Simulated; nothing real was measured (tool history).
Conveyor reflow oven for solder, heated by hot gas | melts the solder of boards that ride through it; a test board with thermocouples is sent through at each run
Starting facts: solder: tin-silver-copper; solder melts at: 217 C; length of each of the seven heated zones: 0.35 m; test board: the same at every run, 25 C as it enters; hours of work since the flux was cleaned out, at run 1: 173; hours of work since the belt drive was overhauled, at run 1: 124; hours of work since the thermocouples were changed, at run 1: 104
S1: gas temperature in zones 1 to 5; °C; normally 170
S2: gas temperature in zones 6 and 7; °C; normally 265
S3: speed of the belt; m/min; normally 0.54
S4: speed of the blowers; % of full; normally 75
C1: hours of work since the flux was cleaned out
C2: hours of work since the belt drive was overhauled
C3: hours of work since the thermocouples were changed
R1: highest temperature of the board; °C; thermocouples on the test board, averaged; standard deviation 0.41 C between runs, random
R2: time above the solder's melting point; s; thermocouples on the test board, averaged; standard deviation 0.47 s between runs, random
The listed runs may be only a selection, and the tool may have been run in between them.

run    day   S1   S2     S3  S4   C1   C2   C3     R1    R2
  1      0  170  265   0.54  75  173  124  104  241.2  44.8
  2  0.442  170  278   0.54  75  180  130  110  251.7  54.6
  3  0.788  170  278   0.54  75  185  136  116  251.3  53.7
  4      1  170  278   0.54  75  189  139  119  250.9  53.5
  5  1.212  170  265   0.54  75  192  142  122  240.8  44.2
  6  1.675  170  265   0.54  75  199  149  129  240.8  44.3
  7  2.096  170  265   0.54  75  205  156  136  240.2  43.3
  8  2.442  170  265   0.54  75  211  161  141  240.3  44.2
  9  2.662  170  265   0.54  75  214  164  144  241.2  42.9
 10  3.075  170  265   0.54  75  220  171  151  239.6  43.3
 11    3.4  170  265   0.54  86  225  176  156  242.1  46.1
 12  3.658  170  265   0.54  86  229  180  159  242.2  46.7
 13  3.983  170  265   0.54  86  234  185  165  242.1  46.1
 14  4.183  166  265  0.612  76  237  188  168  234.5  29.9
 15    4.5  166  261  0.612  86  242  192  172  232.1  27.8
 16  4.796  166  261  0.612  86  247  197  177    232  28.8
 17  5.238  181  266  0.478  52  253  204  184  242.7  57.2
 18  5.642  170  269  0.451  75  259  210  190  249.5  65.5
 19  6.121  170  269  0.451  75  267  217  197    249  64.5
 20  6.358  177  279  0.563  75  270  221  201  250.4  52.8
 21  6.712  177  279  0.563  75  276  226  206  250.5  52.5
 22  7.096  177  279  0.639  75  282  232  212  244.1  41.3
 23  7.325  177  274  0.639  75  285  236  216  240.4  37.5
 24  7.812  170  261  0.548  51  293  243  223  229.8  27.6

Each run again, without the hidden state but with its own random variation kept:
The hidden state here: heat that the gas passes to the board, % of a clean oven's; belt's true speed, % of the reading; true gas temperature in zones 6 and 7 over the reading, C; drift of the gauge itself on peak_c, C; drift of the gauge itself on liquid_s, %.
run     R1    R2
  1  244.2  48.4
  2  255.1  57.5
  3  254.8  56.7
  4  254.4  56.5
  5  244.1  48.2
  6  244.2  48.4
  7  243.7  47.5
  8  243.8  48.6
  9  244.8  47.3
 10  243.3  47.8
 11    246  50.5
 12  246.1  51.2
 13  246.1  50.6
 14  238.9  35.6
 15  236.6  33.8
 16  236.6  34.9
 17    246  61.5
 18  253.4  69.5
 19  252.9  68.6
 20  255.1  56.7
 21  255.4  56.6
 22  249.5  46.2
 23  245.7    43
 24  234.2  34.7
